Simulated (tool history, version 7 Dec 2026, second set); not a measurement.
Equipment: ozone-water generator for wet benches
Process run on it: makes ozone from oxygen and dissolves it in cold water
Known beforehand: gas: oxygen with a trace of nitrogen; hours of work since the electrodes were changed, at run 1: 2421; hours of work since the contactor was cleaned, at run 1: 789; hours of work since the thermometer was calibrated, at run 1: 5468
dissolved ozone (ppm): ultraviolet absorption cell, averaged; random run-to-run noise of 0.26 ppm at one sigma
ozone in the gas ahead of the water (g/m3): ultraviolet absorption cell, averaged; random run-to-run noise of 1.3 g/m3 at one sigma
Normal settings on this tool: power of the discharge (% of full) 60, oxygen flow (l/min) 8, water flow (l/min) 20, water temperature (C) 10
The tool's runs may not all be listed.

run,hour,power of the discharge (% of full),oxygen flow (l/min),water flow (l/min),water temperature (C),hours of work since the electrodes were changed,hours of work since the contactor was cleaned,hours of work since the thermometer was calibrated,dissolved ozone (ppm),ozone in the gas ahead of the water (g/m3)
1,0,60,8,20,10,2421,789,5468,40,237
# hour 43.7: water thermometer calibrated
2,161.6,60,8,20,10,2546,914,92,40.1,234
3,235.2,60,8,28,10,2603,971,149,31.4,235.2
4,323.3,60,8,28,10,2672,1039,217,31.8,234
5,478.8,60,8,28,10,2792,1160,338,31.6,233
6,595.7,60,8,28,10,2883,1251,429,31.8,235.9
7,686.1,60,8,28,10,2953,1321,499,31.5,236.1
8,761.2,60,8,20,10,3012,1379,557,39.6,234.4
9,832.1,60,8,20,10,3067,1434,612,40.4,234.9
10,960.3,60,8,20,10,3166,1534,712,40.1,238.2
11,1027.8,60,8,20,10,3219,1586,764,40.2,236.9
12,1135.2,60,8,20,10,3302,1670,848,39.3,234.9
13,1203.7,60,8,20,10,3355,1723,901,39.5,233.1
14,1337.5,83,8,20,10,3459,1827,1005,50.5,300.5
15,1440.4,83,8,20,10,3539,1907,1085,50.1,297.9
16,1596.3,83,8,20,10,3660,2028,1206,50.6,299.3
17,1720.8,63,9.7,26,9,3757,2125,1303,34.4,217
18,1855.9,74,4.69,20,10,3862,2230,1408,46.8,376.7
19,1990.3,60,8,29,14,3967,2334,1512,28.9,235.1
20,2087.8,60,8,30,10,4042,2410,1588,30.1,235.3
21,2220.9,60,10.86,28,10,4146,2513,1691,31.1,199.3
22,2353.3,51,8,14,8,4248,2616,1794,45.4,207.1
23,2468.6,60,8,28,8,4338,2706,1884,32.3,236.1
24,2602,93,8,13,8,4442,2809,1987,73.3,321.3
25,2677.8,93,8,13,8,4501,2868,2046,72.6,322.9
26,2829.2,93,8,13,8,4618,2986,2164,72.3,324.1
27,2929.9,93,8,13,8,4696,3064,2242,73.3,323.3
28,3066.9,50,5.49,20,10,4803,3170,2348,35.2,257.9
29,3180.4,50,5.49,20,12,4891,3259,2436,34.3,256.8
30,3326.3,50,5.49,20,12,5004,3372,2550,34.8,256.7
31,3406.5,62,7.97,20,10,5067,3434,2612,40.7,243.9
32,3551.8,60,8,13,6,5179,3547,2725,54.6,234.8

Across each entry between runs, compare the hidden state at the last listed run before it with the hidden state at the first listed run after it:
Between runs 1 and 2: water thermometer calibrated (hour 43.7)
  both runs share identical hidden conditions
